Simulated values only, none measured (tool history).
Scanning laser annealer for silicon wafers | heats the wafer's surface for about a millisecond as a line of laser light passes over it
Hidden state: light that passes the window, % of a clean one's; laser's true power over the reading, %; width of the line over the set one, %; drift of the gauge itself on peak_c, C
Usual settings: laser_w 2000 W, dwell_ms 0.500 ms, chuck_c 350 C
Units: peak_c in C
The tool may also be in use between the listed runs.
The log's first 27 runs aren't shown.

run	day	laser_w	dwell_ms	chuck_c	hours of work since the window was cleaned	hours of work since the power meter was calibrated	hours of work since the optics were aligned	peak_c
28	22.479	2000	0.500	328	695	511	511	1112
29	23.233	2000	0.450	346	703	519	519	1087
30	24.175	1762	0.420	361	712	529	529	964
# day 24.650: window over the wafer cleaned
31	24.829	2108	0.420	361	2	535	535	1179
32	25.512	1718	0.590	379	9	542	542	1133
33	26.571	1759	0.576	379	20	552	552	1145
34	27.204	1759	0.576	379	26	559	559	1147
35	28.304	2180	0.500	351	37	570	570	1289
36	29.142	2180	0.500	351	46	579	579	1286
37	30.050	1792	0.500	355	55	588	588	1082
38	31.046	1971	0.597	350	65	598	598	1253
39	32.042	1971	0.352	343	76	608	608	1020
40	33.062	1971	0.352	343	86	619	619	1017

4 ways to go on from here, each from the tool as it stands after run 40. What would each give?
A	33.729	1971	0.555	319	93	626	626	?
B	33.729	1971	0.582	343	93	626	626	?
C	33.729	1971	0.584	343	93	626	626	?
D	33.729	2000	0.385	350	93	626	626	?

run	peak_c
A	1185
B	1227
C	1231
D	1075
Without the tool's hidden state the same runs would have given:
run	peak_c
A	1201
B	1244
C	1248
D	1089
